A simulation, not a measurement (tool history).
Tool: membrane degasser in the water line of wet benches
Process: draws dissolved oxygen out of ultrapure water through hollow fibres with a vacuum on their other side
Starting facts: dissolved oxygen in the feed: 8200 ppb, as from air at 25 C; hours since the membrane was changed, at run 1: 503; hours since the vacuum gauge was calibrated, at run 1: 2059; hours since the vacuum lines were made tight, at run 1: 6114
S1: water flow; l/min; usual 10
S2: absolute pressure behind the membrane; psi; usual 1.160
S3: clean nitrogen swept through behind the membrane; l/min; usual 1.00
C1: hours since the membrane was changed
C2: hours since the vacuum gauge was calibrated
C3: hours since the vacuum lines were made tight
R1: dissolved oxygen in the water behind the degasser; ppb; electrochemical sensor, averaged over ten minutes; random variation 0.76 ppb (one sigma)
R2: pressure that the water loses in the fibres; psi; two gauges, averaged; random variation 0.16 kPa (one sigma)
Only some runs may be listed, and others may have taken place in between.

run	hour	S1	S2	S3	C1	C2	C3	R1	R2
1	0.0	10	1.160	1.00	503	2059	6114	123.1	6.969
2	108.5	13	1.160	1.00	612	2168	6223	166.0	8.985
3	198.0	13	1.584	1.00	701	2257	6312	251.7	8.992
4	275.2	13	1.584	1.00	779	2335	6389	252.7	9.007
5	369.2	10	1.160	1.77	873	2429	6483	75.8	6.939
6	433.9	10	1.160	1.77	937	2493	6548	76.2	6.968
7	553.5	10	1.160	1.77	1057	2613	6668	75.9	6.984
8	637.1	10	1.160	1.77	1141	2697	6751	76.3	6.940
9	720.9	10	1.160	0.53	1224	2780	6835	213.0	6.956
10	804.0	10	1.160	0.53	1307	2863	6918	214.6	6.971
11	894.8	10	0.724	0.53	1398	2954	7009	90.8	6.963
12	943.2	10	0.724	0.53	1447	3003	7057	90.7	7.033
13	1011.0	10	2.038	0.53	1514	3070	7125	461.8	6.992
14	1068.9	10	2.038	0.53	1572	3128	7183	460.4	6.971
15	1165.8	10	2.038	0.53	1669	3225	7280	461.4	7.002
16	1271.3	10	2.038	0.77	1775	3331	7385	336.5	6.992
17	1363.9	10	2.038	0.77	1867	3423	7478	333.9	6.968
18	1415.5	8	1.125	0.83	1919	3475	7530	114.5	5.555
19	1521.1	8	0.943	0.60	2025	3581	7635	112.9	5.584
20	1627.8	8	0.815	0.60	2131	3687	7742	84.9	5.522
21	1716.9	9	1.577	2.92	2220	3776	7831	65.5	6.293
22	1778.4	9	1.577	2.92	2282	3838	7892	65.9	6.279
23	1870.1	9	2.335	1.00	2374	3930	7984	285.3	6.266
24	1976.3	9	1.160	1.00	2480	4036	8090	113.6	6.271
25	2083.8	14	1.603	1.00	2587	4143	8198	282.5	9.733
26	2204.3	9	1.110	0.44	2708	4264	8318	217.3	6.270
27	2282.8	7	0.892	0.43	2786	4342	8397	122.0	4.876
28	2357.4	11	0.892	0.43	2861	4417	8472	185.8	7.723
29	2420.5	11	1.160	1.60	2924	4480	8535	96.1	7.645
30	2477.0	11	2.155	2.00	2981	4536	8591	173.7	7.723
31	2552.9	11	2.155	2.00	3056	4612	8667	170.4	7.716
32	2632.8	11	2.155	2.00	3136	4692	8747	171.0	7.712
33	2730.1	8	1.160	1.58	3234	4789	8844	67.8	5.612

Below, some changes in R1 between adjacent runs. For each, the amount present without the hidden state too (settings, incoming material, random variation) and the amount remaining for the hidden state with gauge scatter not shared by both compared results:
Unlogged tool condition in this case: membrane still open, %; true pressure behind the membrane over the reading, kPa; air that leaks in behind the membrane, l/min; drift of the gauge itself on oxygen_ppb, %; drift of the gauge itself on loss_of_pressure_kpa, %.
Run 12 -> 13: S2 0.724 -> 2.038. R1 +371.1 ppb: hidden state +6.3, all else +364.8.
Run 17 -> 18: S1 10 -> 8, S2 2.038 -> 1.125, S3 0.77 -> 0.83. R1 -219.4 ppb: hidden state -5.2, all else -214.2.
Run 22 -> 23: S2 1.577 -> 2.335, S3 2.92 -> 1.00. R1 +219.4 ppb: hidden state +9.4, all else +210.0.
Run 28 -> 29: S2 0.892 -> 1.160, S3 0.43 -> 1.60. R1 -89.7 ppb: hidden state -8.8, all else -80.9.

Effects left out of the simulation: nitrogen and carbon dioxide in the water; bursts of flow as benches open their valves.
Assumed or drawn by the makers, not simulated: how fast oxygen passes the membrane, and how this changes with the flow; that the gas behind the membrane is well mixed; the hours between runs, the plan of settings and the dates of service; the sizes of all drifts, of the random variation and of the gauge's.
